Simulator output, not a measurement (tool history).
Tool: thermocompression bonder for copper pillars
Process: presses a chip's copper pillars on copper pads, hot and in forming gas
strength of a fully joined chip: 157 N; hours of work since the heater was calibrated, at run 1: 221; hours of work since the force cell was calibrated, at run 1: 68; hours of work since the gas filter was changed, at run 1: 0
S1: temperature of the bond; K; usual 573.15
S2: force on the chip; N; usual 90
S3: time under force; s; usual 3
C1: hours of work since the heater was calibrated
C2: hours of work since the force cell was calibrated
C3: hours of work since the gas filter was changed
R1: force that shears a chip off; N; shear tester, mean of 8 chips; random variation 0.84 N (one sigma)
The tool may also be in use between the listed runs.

run,day,S1,S2,S3,C1,C2,C3,R1
1,0,573.15,90,3,221,68,0,63.5
2,1.046,573.15,90,3,235,82,14,61.9
3,1.958,573.15,90,7,247,94,26,83.4
4,3.067,573.15,90,7,261,108,41,82.5
5,4.142,573.15,90,7,276,123,55,82.2
6,4.942,573.15,90,7,286,133,65,82.6
7,5.738,561.15,90,7,297,144,76,66.4
8,6.483,561.15,90,7,307,153,86,69.4
9,7.712,561.15,65,7,323,170,102,50.5
10,8.662,573.15,90,3,335,182,115,58.3
11,10.025,573.15,90,3,353,200,133,58
12,11.25,573.15,90,3,370,217,149,55.8
13,12.092,573.15,90,3,381,228,160,56.5
14,12.996,552.15,90,3,393,240,172,39
15,13.604,552.15,63,3,401,248,180,26.9
16,14.204,566.15,63,3,409,256,188,35.6
17,14.925,573.15,90,3,418,265,197,55.3
18,16.075,595.15,90,3,433,280,213,75.3
19,16.796,595.15,90,3,443,290,222,75.2
20,18.212,595.15,90,3,462,309,241,72.5
21,19.112,595.15,90,3,474,320,253,73.5
22,19.821,566.15,97,3,483,330,262,51.6
23,20.767,573.15,119,3,495,342,275,66.2
# day 21.379: forming gas filter changed
24,21.942,573.15,119,3,511,358,7,71.2
25,23.062,573.15,90,2,526,372,22,45.9
26,24.033,573.15,90,2,538,385,35,45.9
27,24.762,573.15,90,2,548,395,45,44.4
28,26.033,573.15,90,3,565,412,62,52.8
29,26.746,559.15,94,3,574,421,71,41.4
30,28.133,559.15,94,3,593,439,89,42.9
31,29.058,559.15,59,3,605,452,102,26
32,29.846,554.15,79,3,615,462,112,31.6
33,30.604,594.15,105,5,625,472,122,92.1
34,31.246,599.15,131,8,634,481,130,124.6
# day 31.879: heater calibrated with a thermocouple chip
35,32.258,563.15,66,3,5,493,143,40.1
36,33.133,563.15,66,3,17,504,154,38.7
37,34.029,563.15,66,3,28,516,166,39.8
38,34.742,598.15,66,3,38,526,176,67.8

Hidden state at the last listed run before each entry between runs and at the first one after, where it differs:
Between runs 23 and 24: forming gas filter changed (day 21.379)
  true temperature of the bond over the reading, C: -11.5 -> -11.8; force that reaches the chip, % of what is set: 95.2 -> 95.1; oxide that the forming gas leaves, % of the face: 3.59 -> 0.7
  measured less the result without the state, R1: -17.3 -> -16.1 N
Between runs 34 and 35: heater calibrated with a thermocouple chip (day 31.879)
  true temperature of the bond over the reading, C: -14.4 -> -0.6; force that reaches the chip, % of what is set: 93.5 -> 93.4; oxide that the forming gas leaves, % of the face: 2.07 -> 2.22
  measured less the result without the state, R1: -16.5 -> -3.9 N
